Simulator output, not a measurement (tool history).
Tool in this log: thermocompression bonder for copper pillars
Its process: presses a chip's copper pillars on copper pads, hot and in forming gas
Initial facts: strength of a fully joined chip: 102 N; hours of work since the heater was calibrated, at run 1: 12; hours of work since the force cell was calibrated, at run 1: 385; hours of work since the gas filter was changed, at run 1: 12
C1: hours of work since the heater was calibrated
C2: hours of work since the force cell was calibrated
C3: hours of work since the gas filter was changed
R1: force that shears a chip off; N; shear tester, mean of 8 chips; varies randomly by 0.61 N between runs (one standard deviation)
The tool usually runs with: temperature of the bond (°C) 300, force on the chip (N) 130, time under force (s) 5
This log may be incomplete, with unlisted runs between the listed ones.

Run 1, hour 0.0: usual settings; C1 12; C2 385; C3 12. Result: R1 69.6 N.
Run 2, hour 38.1: usual settings but time under force (s) 14; C1 34; C2 408; C3 34. Result: R1 85.9 N.
Run 3, hour 83.1: usual settings but time under force (s) 14; C1 61; C2 434; C3 61. Result: R1 85.5 N.
Run 4, hour 129.8: usual settings but time under force (s) 14; C1 88; C2 461; C3 88. Result: R1 86.1 N.
Run 5, hour 161.9: usual settings but temperature of the bond (°C) 274, time under force (s) 14; C1 107; C2 480; C3 107. Result: R1 72.8 N.
Run 6, hour 187.9: usual settings but temperature of the bond (°C) 274, time under force (s) 14; C1 122; C2 495; C3 122. Result: R1 72.2 N.
At hour 242.8: forming gas filter changed.
Run 7, hour 242.9: usual settings but temperature of the bond (°C) 274, time under force (s) 8; C1 154; C2 527; C3 0. Result: R1 62.1 N.
Run 8, hour 270.9: usual settings; C1 171; C2 544; C3 17. Result: R1 69.8 N.
Run 9, hour 304.5: usual settings; C1 190; C2 564; C3 36. Result: R1 69.0 N.
Run 10, hour 344.1: usual settings; C1 214; C2 587; C3 59. Result: R1 69.1 N.
Run 11, hour 371.7: usual settings; C1 230; C2 603; C3 76. Result: R1 69.1 N.
Run 12, hour 414.6: usual settings but temperature of the bond (°C) 293, time under force (s) 12; C1 255; C2 628; C3 101. Result: R1 81.0 N.
Run 13, hour 466.4: usual settings but temperature of the bond (°C) 317, force on the chip (N) 145; C1 285; C2 659; C3 131. Result: R1 80.6 N.
At hour 507.4: forming gas filter changed.
Run 14, hour 517.7: usual settings but temperature of the bond (°C) 283, force on the chip (N) 145; C1 315; C2 688; C3 6. Result: R1 61.3 N.
Run 15, hour 549.4: usual settings but temperature of the bond (°C) 305, force on the chip (N) 165, time under force (s) 9; C1 334; C2 707; C3 25. Result: R1 87.3 N.
Run 16, hour 585.7: usual settings but force on the chip (N) 123, time under force (s) 6; C1 355; C2 728; C3 46. Result: R1 70.9 N.
Run 17, hour 641.0: usual settings but force on the chip (N) 123, time under force (s) 6; C1 388; C2 761; C3 78. Result: R1 71.1 N.
Run 18, hour 685.9: usual settings but temperature of the bond (°C) 295, force on the chip (N) 127, time under force (s) 9; C1 414; C2 787; C3 105. Result: R1 75.7 N.
Run 19, hour 735.9: usual settings but temperature of the bond (°C) 296, force on the chip (N) 109; C1 443; C2 817; C3 134. Result: R1 62.6 N.
At hour 769.4: forming gas filter changed.
Run 20, hour 770.8: usual settings but force on the chip (N) 107; C1 463; C2 837; C3 1. Result: R1 63.3 N.
Run 21, hour 804.2: usual settings but temperature of the bond (°C) 276, force on the chip (N) 123; C1 483; C2 856; C3 20. Result: R1 54.2 N.
Run 22, hour 856.2: usual settings but temperature of the bond (°C) 287, force on the chip (N) 175; C1 514; C2 887; C3 51. Result: R1 68.7 N.

4 options for the next run, each taken on its own from the tool as it stands now. Forecast them:
Run A, hour 887.1: usual settings but temperature of the bond (°C) 309, force on the chip (N) 175; C1 532; C2 905; C3 69. Result: R1 ?.
Run B, hour 887.1: usual settings but temperature of the bond (°C) 320, force on the chip (N) 156; C1 532; C2 905; C3 69. Result: R1 ?.
Run C, hour 887.1: usual settings but temperature of the bond (°C) 287, force on the chip (N) 91, time under force (s) 6; C1 532; C2 905; C3 69. Result: R1 ?.
Run D, hour 887.1: usual settings but temperature of the bond (°C) 287, force on the chip (N) 175, time under force (s) 6; C1 532; C2 905; C3 69. Result: R1 ?.

run    R1
  A  82.7
  B  84.3
  C  55.2
  D  72.9
The same runs, with their run-to-run variation unchanged, on a tool lacking any hidden condition would have given:
run    R1
  A  82.5
  B  84.2
  C  55.0
  D  72.7

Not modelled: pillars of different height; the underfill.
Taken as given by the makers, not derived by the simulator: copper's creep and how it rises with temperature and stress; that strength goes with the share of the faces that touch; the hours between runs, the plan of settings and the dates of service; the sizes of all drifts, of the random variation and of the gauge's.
